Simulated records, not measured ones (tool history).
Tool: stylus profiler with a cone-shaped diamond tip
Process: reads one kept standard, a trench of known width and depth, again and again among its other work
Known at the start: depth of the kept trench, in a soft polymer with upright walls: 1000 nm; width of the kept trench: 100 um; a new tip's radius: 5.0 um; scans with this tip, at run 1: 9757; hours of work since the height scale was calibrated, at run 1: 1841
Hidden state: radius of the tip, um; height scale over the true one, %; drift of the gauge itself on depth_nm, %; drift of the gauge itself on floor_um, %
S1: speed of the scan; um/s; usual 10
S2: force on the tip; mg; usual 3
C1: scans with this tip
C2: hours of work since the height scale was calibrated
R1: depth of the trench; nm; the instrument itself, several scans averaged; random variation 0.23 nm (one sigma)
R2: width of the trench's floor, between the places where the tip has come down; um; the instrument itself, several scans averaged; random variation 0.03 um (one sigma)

run	hour	S1	S2	C1	C2	R1	R2
1	0	10	3	9757	1841	1015.37	92.08
2	52.5	10	3	9955	1878	1015.64	92.05
3	115.6	22	3	10194	1923	1015.88	91.95
4	174	10	3	10415	1965	1016.3	91.95
5	234.1	10	3	10642	2008	1016.37	91.95
6	283.8	10	3	10830	2043	1016.46	91.88
7	343.9	10	1.36	11058	2086	1012.8	91.9
8	407.3	10	1.36	11297	2132	1012.92	91.8
9	456.5	5	1.36	11484	2167	1013.16	91.78
# hour 461.3: height scale calibrated on a step standard
10	501.2	5	1.36	11651	29	1006.06	91.72
11	540.5	5	1.36	11800	57	1005.84	91.75
12	573.5	5	1.36	11925	80	1005.86	91.77
13	621.1	5	1.36	12105	114	1006.38	91.65
14	656.9	5	1.36	12240	140	1006.08	91.7
15	704.3	10	4.15	12419	173	1012.41	91.64
16	737.1	10	4.15	12544	197	1013.06	91.55
17	789.2	10	3	12741	234	1010.4	91.56
18	836.4	10	3	12919	268	1010.43	91.58
19	874.6	10	3	13064	295	1011.16	91.48
20	925.1	2	3	13255	331	1010.48	91.5
21	971.5	2	3	13430	364	1010.41	91.47
22	1037.3	2	1.61	13679	411	1008.31	91.42
23	1102.6	2	1.61	13926	458	1007.79	91.35
24	1147.7	2	1.61	14097	490	1008.25	91.35
25	1194.2	2	1.61	14273	523	1007.99	91.3
26	1260.6	2	4.24	14524	571	1014.25	91.26
27	1315.2	2	4.24	14731	610	1013.95	91.23
28	1364.7	2	4.24	14918	645	1013.77	91.25
29	1395.2	20	3	15034	667	1012.2	91.24
30	1434.8	10	4.31	15183	695	1014.48	91.2
31	1471	22	6.8	15320	721	1018.64	91.13
32	1517.3	4	3.58	15496	754	1013.12	91.13
33	1554.2	8	3.09	15635	780	1012.43	91.09
34	1585.2	2	3	15753	802	1012.23	91.06
35	1616.3	2	3	15870	825	1012.55	91.08
36	1686.6	2	3	16136	875	1012.62	91.08
37	1736.5	15	1.61	16325	910	1009.16	90.99
38	1802.6	15	1.61	16575	958	1009.69	90.92
39	1873.3	7	2.6	16843	1008	1012.23	90.92
40	1917.3	7	2.6	17009	1039	1012.45	90.88
41	1948.9	9	1.93	17129	1062	1011.46	90.83
42	2013.7	7	3.7	17374	1108	1014.94	90.84
43	2056.4	7	3.7	17535	1139	1015.45	90.78
44	2115.1	7	3.7	17757	1181	1015.4	90.8
45	2155	2	5.84	17908	1209	1019.11	90.67
46	2200.9	4	8.25	18082	1242	1022.88	90.77

3 ways to go on from here, each from the tool as it stands after run 46. What would each give?
A	2269.9	18	1.75	18343	1291	?	?
B	2269.9	6	1.32	18343	1291	?	?
C	2269.9	5	4.39	18343	1291	?	?

run	R1	R2
A	1011.36	90.66
B	1010.32	90.63
C	1017.28	90.66
Without the tool's hidden state the same runs would have given:
run	R1	R2
A	1006.51	93.98
B	1005.47	93.96
C	1012.41	93.98

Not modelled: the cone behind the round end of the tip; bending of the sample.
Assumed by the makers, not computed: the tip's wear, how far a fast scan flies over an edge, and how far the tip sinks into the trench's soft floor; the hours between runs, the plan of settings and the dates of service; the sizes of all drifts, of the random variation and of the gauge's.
